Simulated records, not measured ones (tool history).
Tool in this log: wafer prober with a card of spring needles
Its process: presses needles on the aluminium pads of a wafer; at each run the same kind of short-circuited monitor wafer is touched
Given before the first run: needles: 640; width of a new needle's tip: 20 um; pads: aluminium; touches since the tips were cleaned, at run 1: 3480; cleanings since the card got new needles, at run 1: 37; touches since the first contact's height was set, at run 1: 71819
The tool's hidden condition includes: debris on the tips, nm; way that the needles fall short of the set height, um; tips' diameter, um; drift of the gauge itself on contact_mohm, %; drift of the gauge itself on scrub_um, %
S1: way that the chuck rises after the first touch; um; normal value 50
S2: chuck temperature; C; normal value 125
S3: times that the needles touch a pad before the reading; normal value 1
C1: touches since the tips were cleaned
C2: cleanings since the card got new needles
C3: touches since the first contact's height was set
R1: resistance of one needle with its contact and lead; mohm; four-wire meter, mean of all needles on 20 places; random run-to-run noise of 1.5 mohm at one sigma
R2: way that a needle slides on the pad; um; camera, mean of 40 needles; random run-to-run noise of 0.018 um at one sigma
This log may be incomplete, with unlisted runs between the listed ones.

run,day,S1,S2,S3,C1,C2,C3,R1,R2
1,0.000,50,125,1,3480,37,71819,218,6.92
# day 0.104: height of the first contact set anew
# day 0.142: tips cleaned on abrasive film
2,0.533,50,50,1,4766,38,5152,221,7.04
# day 0.571: tips cleaned on abrasive film
3,0.771,50,50,1,2448,39,8013,199,7.04
# day 1.004: tips cleaned on abrasive film
4,1.004,32,125,1,0,40,10785,169,4.45
# day 1.450: tips cleaned on abrasive film
5,1.462,50,125,1,133,41,16316,151,7.01
# day 1.875: tips cleaned on abrasive film
6,1.996,50,125,1,1441,42,22756,181,6.98
# day 2.304: tips cleaned on abrasive film
7,2.533,50,125,1,2810,43,29277,207,6.98
# day 2.742: tips cleaned on abrasive film
8,2.788,50,125,2,571,44,32317,154,6.99
# day 3.167: tips cleaned on abrasive film
9,3.304,41,88,2,1676,45,38544,183,5.69
10,3.550,41,88,2,4684,45,41552,208,5.72
# day 3.604: tips cleaned on abrasive film
11,3.950,41,32,2,4210,46,46337,210,5.65
# day 4.017: tips cleaned on abrasive film
12,4.212,36,125,1,2395,47,49495,269,4.97
# day 4.429: tips cleaned on abrasive film
13,4.688,36,125,1,3173,48,55244,285,4.95
# day 4.850: tips cleaned on abrasive film
14,5.167,35,113,1,3895,49,61040,305,4.80
# day 5.258: tips cleaned on abrasive film
15,5.612,43,34,2,4353,50,66416,205,5.90

Measured less the same run without the tool's hidden state. The same run-to-run variation is in both; the gauge's scatter may not be:
run,R1,R2
1,+78,-0.12
2,+93,-0.01
3,+71,-0.02
4,+22,-0.04
5,+13,-0.04
6,+45,-0.06
7,+71,-0.07
8,+18,-0.08
9,+49,-0.09
10,+76,-0.09
11,+83,-0.10
12,+123,-0.11
13,+138,-0.13
14,+159,-0.14
15,+78,-0.15
